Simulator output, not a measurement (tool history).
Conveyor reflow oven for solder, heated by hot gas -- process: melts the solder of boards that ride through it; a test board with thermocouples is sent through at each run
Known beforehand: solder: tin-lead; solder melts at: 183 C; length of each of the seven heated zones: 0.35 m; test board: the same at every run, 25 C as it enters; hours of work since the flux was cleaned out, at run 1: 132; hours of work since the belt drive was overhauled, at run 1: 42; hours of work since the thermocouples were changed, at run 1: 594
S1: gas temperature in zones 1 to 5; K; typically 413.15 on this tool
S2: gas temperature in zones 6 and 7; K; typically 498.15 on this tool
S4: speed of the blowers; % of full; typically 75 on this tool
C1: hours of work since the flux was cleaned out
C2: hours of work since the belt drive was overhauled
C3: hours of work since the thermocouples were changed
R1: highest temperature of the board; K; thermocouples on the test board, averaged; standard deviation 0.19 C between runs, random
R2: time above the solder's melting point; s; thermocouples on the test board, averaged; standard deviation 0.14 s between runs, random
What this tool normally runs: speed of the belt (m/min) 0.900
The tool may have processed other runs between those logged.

run 1 hour=0.0 | S1=413.15 S2=498.15 speed_of_the_belt_(m/min)=0.900 S4=75 | C1=132 C2=42 C3=594 | R1=483.95 R2=32.2
run 2 hour=14.4 | S1=413.15 S2=498.15 speed_of_the_belt_(m/min)=0.900 S4=75 | C1=141 C2=51 C3=603 | R1=483.95 R2=32.3
run 3 hour=22.2 | S1=413.15 S2=506.15 speed_of_the_belt_(m/min)=0.900 S4=75 | C1=146 C2=56 C3=608 | R1=490.75 R2=35.5
run 4 hour=36.3 | S1=413.15 S2=498.15 speed_of_the_belt_(m/min)=0.900 S4=51 | C1=155 C2=65 C3=617 | R1=477.05 R2=26.2
run 5 hour=47.6 | S1=413.15 S2=491.15 speed_of_the_belt_(m/min)=0.900 S4=51 | C1=162 C2=72 C3=624 | R1=471.65 R2=21.6
run 6 hour=61.4 | S1=413.15 S2=491.15 speed_of_the_belt_(m/min)=0.900 S4=51 | C1=170 C2=81 C3=632 | R1=471.55 R2=21.5
run 7 hour=69.1 | S1=413.15 S2=491.15 speed_of_the_belt_(m/min)=0.900 S4=51 | C1=175 C2=86 C3=637 | R1=471.35 R2=21.5
run 8 hour=79.9 | S1=413.15 S2=491.15 speed_of_the_belt_(m/min)=0.900 S4=51 | C1=182 C2=92 C3=644 | R1=471.55 R2=21.7
run 9 hour=96.0 | S1=413.15 S2=498.15 speed_of_the_belt_(m/min)=0.900 S4=75 | C1=192 C2=102 C3=654 | R1=483.45 R2=31.8
-- hour=101.3 belt drive overhauled, speed set with a stopwatch
run 10 hour=112.8 | S1=413.15 S2=498.15 speed_of_the_belt_(m/min)=0.954 S4=75 | C1=200 C2=7 C3=662 | R1=481.75 R2=28.6
run 11 hour=125.1 | S1=413.15 S2=498.15 speed_of_the_belt_(m/min)=0.954 S4=75 | C1=208 C2=15 C3=670 | R1=481.75 R2=28.7
run 12 hour=137.6 | S1=413.15 S2=498.15 speed_of_the_belt_(m/min)=0.900 S4=75 | C1=216 C2=23 C3=678 | R1=483.65 R2=32.0
run 13 hour=151.5 | S1=413.15 S2=498.15 speed_of_the_belt_(m/min)=0.900 S4=75 | C1=224 C2=31 C3=686 | R1=483.35 R2=31.9
run 14 hour=168.5 | S1=403.15 S2=498.15 speed_of_the_belt_(m/min)=0.900 S4=75 | C1=235 C2=42 C3=697 | R1=481.05 R2=28.4
-- hour=181.7 flux residue cleaned out of gas plates and filters
-- hour=186.5 belt drive overhauled, speed set with a stopwatch, once more
run 15 hour=186.5 | S1=403.15 S2=498.15 speed_of_the_belt_(m/min)=0.900 S4=75 | C1=0 C2=0 C3=703 | R1=483.85 R2=29.8
run 16 hour=194.7 | S1=424.15 S2=498.15 speed_of_the_belt_(m/min)=0.748 S4=69 | C1=6 C2=5 C3=708 | R1=489.65 R2=46.4
run 17 hour=210.3 | S1=424.15 S2=498.15 speed_of_the_belt_(m/min)=0.748 S4=69 | C1=15 C2=15 C3=718 | R1=489.95 R2=46.7

Forecast run 18:
run 18 hour=218.7 | S1=413.15 S2=495.15 speed_of_the_belt_(m/min)=0.793 S4=75 | C1=21 C2=20 C3=723 | R1=? R2=?

{"run 18": {"R1": 485.55, "R2": 38.3}}
If the tool had no hidden condition, the same run with the same run-to-run variation would have returned R1 485.15 K, R2 38.1 s.
